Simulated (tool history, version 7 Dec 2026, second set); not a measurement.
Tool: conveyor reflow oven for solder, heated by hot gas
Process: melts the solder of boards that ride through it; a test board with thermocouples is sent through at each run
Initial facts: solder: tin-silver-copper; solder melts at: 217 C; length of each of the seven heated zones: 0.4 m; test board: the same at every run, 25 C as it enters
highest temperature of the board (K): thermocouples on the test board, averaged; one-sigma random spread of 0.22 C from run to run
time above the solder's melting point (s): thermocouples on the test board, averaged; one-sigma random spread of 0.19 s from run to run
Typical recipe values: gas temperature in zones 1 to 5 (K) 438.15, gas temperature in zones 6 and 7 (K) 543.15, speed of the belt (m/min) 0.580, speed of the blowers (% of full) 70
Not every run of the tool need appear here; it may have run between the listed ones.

run,hour,gas temperature in zones 1 to 5 (K),gas temperature in zones 6 and 7 (K),speed of the belt (m/min),speed of the blowers (% of full),highest temperature of the board (K),time above the solder's melting point (s)
1,0.0,438.15,543.15,0.580,70,525.45,59.9
# hour 20.2: belt drive overhauled, speed set with a stopwatch
2,48.8,438.15,543.15,0.580,70,524.35,58.5
3,70.8,438.15,543.15,0.580,70,524.45,58.4
4,101.5,438.15,543.15,0.568,70,524.65,60.2
5,124.3,438.15,543.15,0.568,70,524.95,59.9
6,166.4,438.15,543.15,0.568,70,524.85,59.6
# hour 191.0: flux residue cleaned out of gas plates and filters
7,194.0,438.15,543.15,0.580,70,524.95,59.1
8,220.2,438.15,543.15,0.580,70,525.25,59.1
9,246.6,438.15,543.15,0.580,70,524.85,58.8
10,275.9,438.15,543.15,0.580,70,524.35,58.7
11,311.0,438.15,543.15,0.580,70,524.15,58.4
12,354.9,438.15,543.15,0.580,70,524.05,58.1
13,377.5,438.15,543.15,0.580,70,524.55,58.0
14,400.4,438.15,543.15,0.580,70,524.05,58.0
15,430.6,438.15,546.15,0.580,70,526.35,59.9
16,453.9,438.15,552.15,0.580,70,531.65,63.7
# hour 473.9: flux residue cleaned out of gas plates and filters
17,507.1,438.15,552.15,0.580,70,532.45,64.4
# hour 553.7: thermocouples of zones 6 and 7 changed
18,557.2,438.15,552.15,0.580,70,535.65,66.6
19,606.1,427.15,545.15,0.501,70,532.45,72.2
20,645.1,427.15,545.15,0.501,70,531.95,71.7
21,696.4,435.15,543.15,0.695,70,519.25,42.4
22,719.4,435.15,543.15,0.695,70,518.85,42.3
23,748.8,449.15,538.15,0.603,51,518.35,53.1
# hour 760.0: flux residue cleaned out of gas plates and filters
24,799.4,438.15,547.15,0.580,55,527.05,60.4
25,825.4,438.15,547.15,0.580,55,526.85,60.4
26,874.8,438.15,547.15,0.580,55,527.35,59.3
27,905.3,439.15,543.15,0.591,70,526.25,59.2
28,934.3,442.15,543.15,0.580,76,527.85,63.4
29,965.9,428.15,543.15,0.521,76,529.25,67.7
30,999.0,423.15,531.15,0.491,81,519.55,62.8

Each row is a separate what-if for the run after 30, all from the same tool condition, not one after another. Results?
# hour 1044.9: flux residue cleaned out of gas plates and filters
A,1055.5,423.15,554.15,0.563,77,?,?
# hour 1044.9: flux residue cleaned out of gas plates and filters
B,1055.5,423.15,546.15,0.619,81,?,?
# hour 1044.9: flux residue cleaned out of gas plates and filters
C,1055.5,438.15,543.15,0.637,70,?,?
# hour 1044.9: flux residue cleaned out of gas plates and filters
D,1055.5,438.15,543.15,0.488,70,?,?

run,highest temperature of the board (K),time above the solder's melting point (s)
A,537.55,66.2
B,527.55,53.6
C,523.85,52.9
D,532.15,78.9
Had the tool no hidden state, the same runs would have come out as:
run,highest temperature of the board (K),time above the solder's melting point (s)
A,538.05,65.7
B,528.05,53.3
C,524.35,52.7
D,532.85,78.4

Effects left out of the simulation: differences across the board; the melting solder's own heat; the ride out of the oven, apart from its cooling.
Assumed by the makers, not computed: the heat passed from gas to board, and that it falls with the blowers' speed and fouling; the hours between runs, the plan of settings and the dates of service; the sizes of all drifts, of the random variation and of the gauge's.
